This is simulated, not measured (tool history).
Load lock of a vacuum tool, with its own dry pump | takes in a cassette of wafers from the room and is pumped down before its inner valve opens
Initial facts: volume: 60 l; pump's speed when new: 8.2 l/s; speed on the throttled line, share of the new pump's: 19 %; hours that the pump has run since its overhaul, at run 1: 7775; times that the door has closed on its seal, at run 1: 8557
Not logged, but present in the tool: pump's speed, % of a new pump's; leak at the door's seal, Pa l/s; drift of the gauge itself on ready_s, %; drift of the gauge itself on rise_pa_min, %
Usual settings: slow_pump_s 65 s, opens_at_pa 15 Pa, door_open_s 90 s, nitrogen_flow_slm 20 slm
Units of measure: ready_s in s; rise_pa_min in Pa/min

run     day  slow_pump_s  opens_at_pa  door_open_s  nitrogen_flow_slm  hours that the pump has run since its overhaul  times that the door has closed on its seal  incoming humidity of the room's air, %  ready_s  rise_pa_min
  1       0           65           15           90                 20                                            7775                                        8557                                    44.6    124.3        0.076
  2     9.2           65           15           90                 20                                            7996                                        8800                                    44.5    122.8        0.074
  3  13.638           65           15           90                 20                                            8103                                        8917                                      46    122.9        0.079
  4  21.958           65           15           90                 20                                            8302                                        9137                                    47.4    123.3        0.075
  5  30.442           65           15           90                 20                                            8506                                        9361                                      47    123.6        0.074
  6  40.246           65           15          114                 20                                            8741                                        9620                                      45    124.2        0.087
  7  44.546           65           15          114                 20                                            8845                                        9733                                    43.7    123.4        0.088
  8  49.758           65           26           90                 20                                            8970                                        9871                                      44    118.8        0.075
  9  55.162           65           15           90                 18                                            9099                                       10014                                    43.6    123.8        0.082
 10  62.729           65           15           90                 16                                            9281                                       10214                                    46.1    123.9        0.085
 11  67.283           65           15           90                 16                                            9390                                       10334                                    44.5    123.9        0.086
 12  76.229           65           15           90                 20                                            9605                                       10570                                    48.5    125.6        0.086
 13  85.388           65           15           90                 20                                            9825                                       10812                                      43    123.9        0.083

Estimate the outcome of run 14 from the log above:
 14  91.204           65           15           90                 20                                            9964                                       10966                                    46.9        ?            ?

{"run 14": {"ready_s": 123.8, "rise_pa_min": 0.084}}
With the hidden condition absent and the run-to-run variation left alone, this run would have shown ready_s 117.6 s, rise_pa_min 0.054 Pa/min.
